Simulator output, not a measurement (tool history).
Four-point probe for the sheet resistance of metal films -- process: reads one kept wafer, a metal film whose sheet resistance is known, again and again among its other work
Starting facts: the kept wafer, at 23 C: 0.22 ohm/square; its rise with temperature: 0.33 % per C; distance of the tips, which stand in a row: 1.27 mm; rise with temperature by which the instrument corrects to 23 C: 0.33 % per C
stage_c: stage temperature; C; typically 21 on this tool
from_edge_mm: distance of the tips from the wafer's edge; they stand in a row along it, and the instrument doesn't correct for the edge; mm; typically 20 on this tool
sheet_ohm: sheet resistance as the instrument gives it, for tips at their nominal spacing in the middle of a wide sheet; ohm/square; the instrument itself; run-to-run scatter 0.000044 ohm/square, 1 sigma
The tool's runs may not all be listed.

| run | day | stage_c | from_edge_mm | sheet_ohm |
|---|---|---|---|---|
| 1 | 0 | 21 | 20 | 0.219174 |
| 2 | 1.038 | 21 | 20 | 0.219178 |
| 3 | 2.242 | 21 | 20 | 0.219121 |
| 4 | 3.171 | 21 | 20 | 0.219128 |
| 5 | 3.758 | 21 | 3 | 0.237717 |
| 6 | 4.3 | 21 | 3 | 0.23777 |
| 7 | 5.242 | 28 | 5 | 0.226008 |
| 8 | 5.771 | 28 | 5 | 0.22605 |
| 9 | 6.546 | 21 | 11 | 0.220094 |
| 10 | 7.717 | 21 | 11 | 0.220063 |
| 11 | 8.438 | 23 | 11 | 0.220117 |
| 12 | 9.392 | 23 | 11 | 0.220101 |

Below are 3 alternative next runs, each starting from the tool's condition after run 12. Predict each:
| A | 10.658 | 27 | 19 | ? |
| B | 10.658 | 27 | 16 | ? |
| C | 10.658 | 22 | 11 | ? |

| run | sheet_ohm |
|---|---|
| A | 0.219015 |
| B | 0.219355 |
| C | 0.220026 |
With no hidden state in the tool, these same runs would have given:
| run | sheet_ohm |
|---|---|
| A | 0.220487 |
| B | 0.220829 |
| C | 0.221508 |
